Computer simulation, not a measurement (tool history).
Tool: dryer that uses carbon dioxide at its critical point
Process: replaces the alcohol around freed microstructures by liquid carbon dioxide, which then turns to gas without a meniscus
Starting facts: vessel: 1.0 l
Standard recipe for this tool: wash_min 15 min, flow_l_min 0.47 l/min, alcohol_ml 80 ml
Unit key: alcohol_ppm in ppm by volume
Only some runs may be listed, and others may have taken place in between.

| run | day | wash_min | flow_l_min | alcohol_ml | alcohol_ppm |
|---|---|---|---|---|---|
| 1 | 0 | 15 | 0.47 | 80 | 216 |
| 2 | 0.917 | 15 | 0.433 | 80 | 348 |
| 3 | 2.258 | 15 | 0.433 | 65 | 297 |
| 4 | 3.229 | 15 | 0.433 | 65 | 302 |
| 5 | 4.321 | 15 | 0.433 | 65 | 318 |
| 6 | 6.392 | 15 | 0.433 | 65 | 310 |
| 7 | 8.388 | 15 | 0.433 | 65 | 330 |
| 8 | 9.696 | 15 | 0.433 | 65 | 352 |
| 9 | 11.871 | 14 | 0.433 | 65 | 478 |
| 10 | 13.567 | 14 | 0.433 | 65 | 497 |
| 11 | 15.708 | 14 | 0.433 | 65 | 515 |
| 12 | 16.596 | 14 | 0.433 | 65 | 523 |
| 13 | 17.804 | 14 | 0.433 | 65 | 543 |
| 14 | 19.004 | 15 | 0.47 | 50 | 230 |
| 15 | 21.204 | 15 | 0.47 | 50 | 241 |
| 16 | 22.842 | 15 | 0.47 | 80 | 354 |
|  | 23.554 | inlet filter changed |
| 17 | 24.508 | 15 | 0.47 | 80 | 214 |
| 18 | 26.012 | 15 | 0.47 | 80 | 225 |
| 19 | 27.321 | 15 | 0.47 | 80 | 227 |
| 20 | 29.167 | 18 | 0.47 | 80 | 120 |
| 21 | 30.254 | 18 | 0.47 | 80 | 117 |
| 22 | 32.175 | 15 | 0.47 | 80 | 239 |
| 23 | 33.238 | 15 | 0.47 | 80 | 256 |
| 24 | 34.154 | 15 | 0.47 | 80 | 246 |
| 25 | 35.046 | 21 | 0.505 | 57 | 95 |
| 26 | 36.596 | 21 | 0.505 | 57 | 84 |
| 27 | 38.512 | 21 | 0.505 | 57 | 103 |
| 28 | 39.446 | 24 | 0.505 | 67 | 90 |
| 29 | 40.433 | 10 | 0.567 | 90 | 740 |
| 30 | 41.688 | 10 | 0.47 | 60 | 1196 |
| 31 | 43.467 | 10 | 0.604 | 80 | 539 |
| 32 | 45.292 | 23 | 0.47 | 20 | 91 |
| 33 | 47.167 | 20 | 0.317 | 41 | 321 |
| 34 | 48.508 | 20 | 0.743 | 91 | 105 |
| 35 | 50.196 | 20 | 0.308 | 64 | 540 |
| 36 | 51.104 | 16 | 0.759 | 25 | 106 |
| 37 | 53.188 | 15 | 0.519 | 29 | 164 |
| 38 | 54.325 | 19 | 0.493 | 82 | 144 |
| 39 | 55.512 | 18 | 0.539 | 27 | 117 |
| 40 | 57.571 | 18 | 0.539 | 27 | 138 |
| 41 | 59.188 | 18 | 0.539 | 57 | 144 |
|  | 60.046 | inlet filter changed |
| 42 | 60.492 | 18 | 0.539 | 57 | 124 |
| 43 | 61.612 | 18 | 0.539 | 57 | 124 |
| 44 | 63.054 | 11 | 0.459 | 55 | 743 |
| 45 | 64.325 | 22 | 0.697 | 23 | 122 |
| 46 | 65.579 | 22 | 0.697 | 23 | 124 |
| 47 | 67.071 | 20 | 0.639 | 29 | 128 |

3 options for the next run, each taken on its own from the tool as it stands now. Forecast them:
| A | 68.371 | 11 | 0.576 | 80 | ? |
| B | 68.371 | 16 | 0.47 | 80 | ? |
| C | 68.371 | 11 | 0.377 | 28 | ? |

| run | alcohol_ppm |
|---|---|
| A | 430 |
| B | 235 |
| C | 897 |
What these runs would have given with no unlogged condition in the tool:
| run | alcohol_ppm |
|---|---|
| A | 252 |
| B | 89 |
| C | 688 |
